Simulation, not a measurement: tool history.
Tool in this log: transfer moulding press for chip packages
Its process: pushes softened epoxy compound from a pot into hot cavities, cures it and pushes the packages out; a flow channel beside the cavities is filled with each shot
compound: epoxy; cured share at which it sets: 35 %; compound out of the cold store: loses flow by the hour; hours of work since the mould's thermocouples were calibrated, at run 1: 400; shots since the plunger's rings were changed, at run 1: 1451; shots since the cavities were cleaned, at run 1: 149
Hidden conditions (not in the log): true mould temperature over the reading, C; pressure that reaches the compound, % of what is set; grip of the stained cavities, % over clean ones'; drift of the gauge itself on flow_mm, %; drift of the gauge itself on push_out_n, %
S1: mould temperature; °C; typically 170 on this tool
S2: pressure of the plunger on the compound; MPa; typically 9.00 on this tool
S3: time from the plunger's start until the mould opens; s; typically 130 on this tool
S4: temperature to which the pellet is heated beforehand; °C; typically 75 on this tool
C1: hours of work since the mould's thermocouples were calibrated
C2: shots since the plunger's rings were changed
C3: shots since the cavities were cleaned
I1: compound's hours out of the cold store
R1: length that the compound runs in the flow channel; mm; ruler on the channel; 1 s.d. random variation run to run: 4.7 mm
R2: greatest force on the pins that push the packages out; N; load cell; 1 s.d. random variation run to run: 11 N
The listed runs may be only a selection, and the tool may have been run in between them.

| run | hour | S1 | S2 | S3 | S4 | C1 | C2 | C3 | I1 | R1 | R2 |
|---|---|---|---|---|---|---|---|---|---|---|---|
| 1 | 0.0 | 170 | 9.00 | 130 | 75 | 400 | 1451 | 149 | 35.0 | 688 | 498 |
| 2 | 21.1 | 170 | 9.00 | 130 | 68 | 413 | 1624 | 322 | 41.0 | 673 | 488 |
| 3 | 32.1 | 170 | 9.00 | 130 | 68 | 419 | 1713 | 411 | 16.8 | 758 | 521 |
| 4 | 41.3 | 170 | 9.00 | 130 | 68 | 424 | 1788 | 486 | 44.8 | 660 | 494 |
|  | 56.0 | cavities cleaned with cleaning compound and waxed |
| 5 | 63.1 | 170 | 10.12 | 130 | 75 | 436 | 1955 | 59 | 10.9 | 825 | 526 |
| 6 | 76.5 | 170 | 10.12 | 130 | 75 | 444 | 2064 | 168 | 13.4 | 821 | 529 |
| 7 | 92.5 | 170 | 10.12 | 130 | 80 | 453 | 2194 | 298 | 33.2 | 742 | 498 |
| 8 | 106.8 | 170 | 9.00 | 130 | 75 | 462 | 2311 | 415 | 29.7 | 703 | 492 |
| 9 | 126.5 | 170 | 9.00 | 130 | 75 | 473 | 2472 | 576 | 42.1 | 668 | 485 |
|  | 130.1 | cavities cleaned with cleaning compound and waxed |
| 10 | 143.6 | 170 | 9.00 | 130 | 75 | 482 | 2599 | 110 | 18.2 | 744 | 495 |
| 11 | 153.2 | 170 | 9.00 | 130 | 75 | 488 | 2677 | 188 | 36.3 | 688 | 495 |
| 12 | 175.0 | 169 | 9.00 | 130 | 75 | 501 | 2856 | 367 | 26.9 | 734 | 538 |
| 13 | 190.3 | 169 | 9.00 | 130 | 75 | 510 | 2980 | 491 | 40.0 | 675 | 518 |
|  | 202.6 | cavities cleaned with cleaning compound and waxed |
| 14 | 211.6 | 169 | 9.00 | 130 | 75 | 521 | 3142 | 73 | 26.2 | 726 | 540 |
| 15 | 230.3 | 169 | 9.00 | 130 | 75 | 532 | 3294 | 225 | 19.6 | 751 | 562 |
| 16 | 243.2 | 170 | 10.48 | 165 | 83 | 540 | 3400 | 331 | 26.3 | 775 | 422 |
| 17 | 257.4 | 168 | 9.00 | 130 | 70 | 548 | 3516 | 447 | 13.9 | 778 | 607 |

Predict the results of run 18:
| 18 | 272.7 | 168 | 7.80 | 130 | 70 | 557 | 3641 | 572 | 12.8 | ? | ? |

R1: 727 mm
R2: 607 N
Take away the tool's hidden state, keep the run-to-run variation as it was, and the same run would have given R1 727 mm, R2 604 N.
